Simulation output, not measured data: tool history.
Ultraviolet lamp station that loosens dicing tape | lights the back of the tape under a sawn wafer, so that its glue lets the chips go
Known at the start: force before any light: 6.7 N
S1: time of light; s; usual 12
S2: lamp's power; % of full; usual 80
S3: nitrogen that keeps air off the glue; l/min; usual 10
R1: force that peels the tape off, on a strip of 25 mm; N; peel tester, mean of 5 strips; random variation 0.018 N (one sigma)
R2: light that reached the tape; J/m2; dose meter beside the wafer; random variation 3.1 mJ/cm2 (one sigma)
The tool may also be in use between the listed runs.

| run | day | S1 | S2 | S3 | R1 | R2 |
|---|---|---|---|---|---|---|
| 1 | 0 | 12 | 80 | 10 | 1.128 | 4090 |
| 2 | 2.567 | 12 | 80 | 10 | 1.242 | 3930 |
| 3 | 5.662 | 12 | 80 | 10 | 1.32 | 3810 |
| 4 | 9.604 | 12 | 80 | 10 | 1.428 | 3550 |
|  | 12.017 | window cleaned of glue's vapour |
| 5 | 12.025 | 12 | 80 | 10 | 1.034 | 4240 |
| 6 | 14.683 | 12 | 80 | 5 | 1.409 | 4090 |
| 7 | 16.767 | 12 | 80 | 5 | 1.54 | 3960 |
| 8 | 19.058 | 12 | 80 | 5 | 1.623 | 3860 |
| 9 | 21.688 | 12 | 80 | 5 | 1.691 | 3740 |
| 10 | 25.625 | 12 | 80 | 19 | 1.122 | 3490 |
| 11 | 28.721 | 12 | 80 | 4 | 1.952 | 3330 |
|  | 30.754 | window cleaned of glue's vapour |
| 12 | 31.1 | 12 | 96 | 10 | 0.918 | 4650 |
| 13 | 34.783 | 12 | 96 | 10 | 0.961 | 4410 |
| 14 | 38.762 | 12 | 96 | 10 | 1.045 | 4180 |
| 15 | 40.808 | 19 | 67 | 10 | 0.979 | 4490 |
| 16 | 43.592 | 12 | 76 | 17 | 1.479 | 3110 |
| 17 | 45.292 | 17 | 80 | 11 | 0.942 | 4500 |
| 18 | 47.875 | 7 | 80 | 15 | 2.757 | 1780 |
|  | 49.333 | window cleaned of glue's vapour |
| 19 | 50.05 | 7 | 84 | 11 | 2.335 | 2200 |
| 20 | 52.329 | 7 | 84 | 11 | 2.56 | 2110 |
| 21 | 55.462 | 7 | 84 | 11 | 2.554 | 2000 |
| 22 | 57.262 | 16 | 98 | 10 | 0.76 | 5280 |
| 23 | 60.542 | 16 | 98 | 10 | 0.803 | 5020 |
| 24 | 62.488 | 16 | 98 | 10 | 0.848 | 4880 |
| 25 | 65.329 | 23 | 63 | 20 | 0.846 | 4280 |
| 26 | 67.588 | 23 | 63 | 20 | 0.884 | 4100 |
|  | 67.904 | window cleaned of glue's vapour |
| 27 | 70.767 | 7 | 80 | 10 | 2.937 | 1860 |
| 28 | 74.221 | 7 | 80 | 10 | 2.994 | 1710 |

3 ways to go on from here, each from the tool as it stands after run 28. What would each give?
| A | 77.05 | 8 | 66 | 18 | ? | ? |
| B | 77.05 | 20 | 79 | 6 | ? | ? |
| C | 77.05 | 12 | 80 | 5 | ? | ? |

| run | R1 | R2 |
|---|---|---|
| A | 3 | 1550 |
| B | 1.08 | 4660 |
| C | 2.315 | 2830 |
Without the tool's hidden state the same runs would have given:
| run | R1 | R2 |
|---|---|---|
| A | 1.764 | 2640 |
| B | 0.437 | 7900 |
| C | 1.168 | 4800 |
